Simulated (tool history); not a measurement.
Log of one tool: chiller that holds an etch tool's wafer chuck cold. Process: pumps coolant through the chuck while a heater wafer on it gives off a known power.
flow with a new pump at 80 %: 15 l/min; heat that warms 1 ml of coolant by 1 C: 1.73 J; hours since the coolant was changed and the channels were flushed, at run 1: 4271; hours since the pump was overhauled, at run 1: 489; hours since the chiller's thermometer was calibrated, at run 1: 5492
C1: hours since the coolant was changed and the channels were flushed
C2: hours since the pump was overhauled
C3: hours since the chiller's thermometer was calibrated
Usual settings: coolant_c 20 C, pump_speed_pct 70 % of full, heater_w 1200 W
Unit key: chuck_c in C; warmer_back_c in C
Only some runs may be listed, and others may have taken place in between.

Run 1, day 0: usual settings; C1 4271; C2 489; C3 5492. Result: chuck_c 34 C, warmer_back_c 3.25 C.
Run 2, day 1.804: usual settings; C1 4315; C2 532; C3 5535. Result: chuck_c 34.3 C, warmer_back_c 3.24 C.
Run 3, day 2.788: usual settings; C1 4338; C2 556; C3 5559. Result: chuck_c 34.2 C, warmer_back_c 3.28 C.
Run 4, day 3.608: usual settings but coolant_c 26 C; C1 4358; C2 575; C3 5579. Result: chuck_c 40.3 C, warmer_back_c 3.27 C.
Run 5, day 5.362: usual settings but coolant_c 25 C; C1 4400; C2 617; C3 5621. Result: chuck_c 39 C, warmer_back_c 3.26 C.
Run 6, day 6.821: usual settings but coolant_c 10 C; C1 4435; C2 653; C3 5656. Result: chuck_c 24 C, warmer_back_c 3.27 C.
At day 7.896: chiller's thermometer calibrated.
Run 7, day 8.125: usual settings; C1 4465; C2 683; C3 6. Result: chuck_c 35 C, warmer_back_c 3.27 C.
Run 8, day 9.971: usual settings; C1 4510; C2 727; C3 50. Result: chuck_c 34.9 C, warmer_back_c 3.27 C.
Run 9, day 11.5: usual settings; C1 4546; C2 764; C3 86. Result: chuck_c 34.9 C, warmer_back_c 3.24 C.
Run 10, day 12.917: usual settings but heater_w 770 W; C1 4580; C2 798; C3 121. Result: chuck_c 29.7 C, warmer_back_c 2.1 C.
Run 11, day 14.088: usual settings; C1 4608; C2 826; C3 149. Result: chuck_c 34.9 C, warmer_back_c 3.28 C.
Run 12, day 15.775: usual settings; C1 4649; C2 866; C3 189. Result: chuck_c 34.9 C, warmer_back_c 3.3 C.
Run 13, day 17.3: usual settings; C1 4686; C2 903; C3 226. Result: chuck_c 35 C, warmer_back_c 3.34 C.
Run 14, day 18.325: usual settings but heater_w 687 W; C1 4710; C2 928; C3 250. Result: chuck_c 28.5 C, warmer_back_c 1.87 C.
Run 15, day 20.083: usual settings but pump_speed_pct 73 % of full, heater_w 687 W; C1 4752; C2 970; C3 293. Result: chuck_c 28.6 C, warmer_back_c 1.82 C.
Run 16, day 20.925: usual settings but pump_speed_pct 73 % of full, heater_w 687 W; C1 4773; C2 990; C3 313. Result: chuck_c 28.4 C, warmer_back_c 1.84 C.
Run 17, day 22.058: usual settings but coolant_c 24 C, pump_speed_pct 93 % of full, heater_w 1443 W; C1 4800; C2 1017; C3 340. Result: chuck_c 39.5 C, warmer_back_c 2.81 C.
Run 18, day 22.962: usual settings but coolant_c 24 C, pump_speed_pct 93 % of full, heater_w 1443 W; C1 4821; C2 1039; C3 362. Result: chuck_c 39.6 C, warmer_back_c 2.93 C.
Run 19, day 24.904: usual settings but coolant_c 24 C, pump_speed_pct 93 % of full, heater_w 1443 W; C1 4868; C2 1085; C3 408. Result: chuck_c 39.5 C, warmer_back_c 2.84 C.
Run 20, day 26.529: usual settings but heater_w 863 W; C1 4907; C2 1125; C3 447. Result: chuck_c 30.7 C, warmer_back_c 2.39 C.
Run 21, day 27.762: usual settings but heater_w 863 W; C1 4937; C2 1154; C3 477. Result: chuck_c 31 C, warmer_back_c 2.43 C.
Run 22, day 29.167: usual settings but heater_w 863 W; C1 4970; C2 1188; C3 511. Result: chuck_c 30.7 C, warmer_back_c 2.35 C.
Run 23, day 30.533: usual settings but heater_w 863 W; C1 5003; C2 1221; C3 543. Result: chuck_c 30.9 C, warmer_back_c 2.41 C.
Run 24, day 31.888: usual settings but heater_w 863 W; C1 5036; C2 1253; C3 576. Result: chuck_c 30.8 C, warmer_back_c 2.36 C.
Run 25, day 32.679: usual settings but coolant_c 12 C; C1 5055; C2 1272; C3 595. Result: chuck_c 27.1 C, warmer_back_c 3.31 C.
Run 26, day 34.196: usual settings but coolant_c 12 C; C1 5091; C2 1309; C3 631. Result: chuck_c 27.3 C, warmer_back_c 3.35 C.
Run 27, day 35.021: usual settings but coolant_c 25 C, heater_w 1412 W; C1 5111; C2 1328; C3 651. Result: chuck_c 43 C, warmer_back_c 3.94 C.
Run 28, day 36.267: usual settings but coolant_c 25 C, heater_w 1412 W; C1 5141; C2 1358; C3 681. Result: chuck_c 43 C, warmer_back_c 3.91 C.
Run 29, day 38.071: usual settings but coolant_c 14 C, pump_speed_pct 94 % of full; C1 5184; C2 1402; C3 724. Result: chuck_c 26.9 C, warmer_back_c 2.35 C.
Run 30, day 39.954: usual settings but coolant_c 14 C, pump_speed_pct 94 % of full; C1 5229; C2 1447; C3 769. Result: chuck_c 26.9 C, warmer_back_c 2.36 C.
Run 31, day 41.229: usual settings but coolant_c 14 C, pump_speed_pct 94 % of full, heater_w 1185 W; C1 5260; C2 1477; C3 800. Result: chuck_c 26.6 C, warmer_back_c 2.41 C.

Same runs, no hidden state in the tool, same run-to-run variation:
Unlogged tool condition in this case: heat passed by the chuck's channels, % of clean ones'; flow at a given pump speed, % of a new pump's; coolant's true temperature over the reading, C; drift of the gauge itself on chuck_c, C; drift of the gauge itself on warmer_back_c, C.
run  chuck_c  warmer_back_c
  1     33.1           3.22
  2     33.4           3.21
  3     33.3           3.25
  4     39.3           3.23
  5       38           3.22
  6       23           3.23
  7     33.2           3.22
  8     33.1           3.23
  9     33.2           3.19
 10     28.5           2.06
 11     33.1           3.23
 12     33.1           3.24
 13     33.1           3.28
 14     27.5           1.84
 15     27.6           1.78
 16     27.4           1.81
 17     37.5           2.76
 18     37.6           2.87
 19     37.5           2.77
 20     29.3           2.34
 21     29.6           2.37
 22     29.3            2.3
 23     29.5           2.35
 24     29.4            2.3
 25       25           3.23
 26     25.3           3.27
 27     40.5           3.83
 28     40.6            3.8
 29     25.1           2.28
 30     25.1           2.29
 31     24.8           2.34
